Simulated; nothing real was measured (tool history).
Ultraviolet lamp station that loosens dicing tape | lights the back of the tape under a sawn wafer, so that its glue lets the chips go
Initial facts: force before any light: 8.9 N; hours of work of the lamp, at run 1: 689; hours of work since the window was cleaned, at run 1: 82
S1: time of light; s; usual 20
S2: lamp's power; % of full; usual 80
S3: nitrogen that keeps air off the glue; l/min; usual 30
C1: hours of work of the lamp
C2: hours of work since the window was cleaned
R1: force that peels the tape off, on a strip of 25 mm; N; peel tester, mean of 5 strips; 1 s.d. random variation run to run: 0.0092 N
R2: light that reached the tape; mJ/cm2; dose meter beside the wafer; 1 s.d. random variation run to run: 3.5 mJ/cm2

run	hour	S1	S2	S3	C1	C2	R1	R2
1	0	20	80	30	689	82	0.382	561
2	28.5	20	80	30	702	94	0.389	564
3	71.9	20	80	30	721	114	0.392	561
4	118.5	20	80	30	742	134	0.412	563
5	152.9	20	80	30	757	149	0.373	563
6	203.9	20	72	30	780	172	0.496	509
7	229.8	20	80	16	791	183	0.565	566
8	274.2	20	80	30	811	203	0.388	564
# hour 298.9: window cleaned of glue's vapour
9	332.3	20	93	9	836	15	0.544	657
10	366.2	23	81	49	851	30	0.211	658
11	424	23	81	49	877	55	0.206	658
12	467.2	23	81	49	896	75	0.212	656
13	520.3	23	81	49	919	98	0.218	660
14	544.1	23	81	49	930	109	0.224	656
15	595.6	34	83	10	953	131	0.177	990
16	631.9	18	76	10	969	147	1.021	483

Hidden state at the last listed run before each entry between runs and at the first one after, where it differs:
Run 8 -> run 9: window cleaned of glue's vapour (hour 298.9)
  both runs share identical hidden conditions
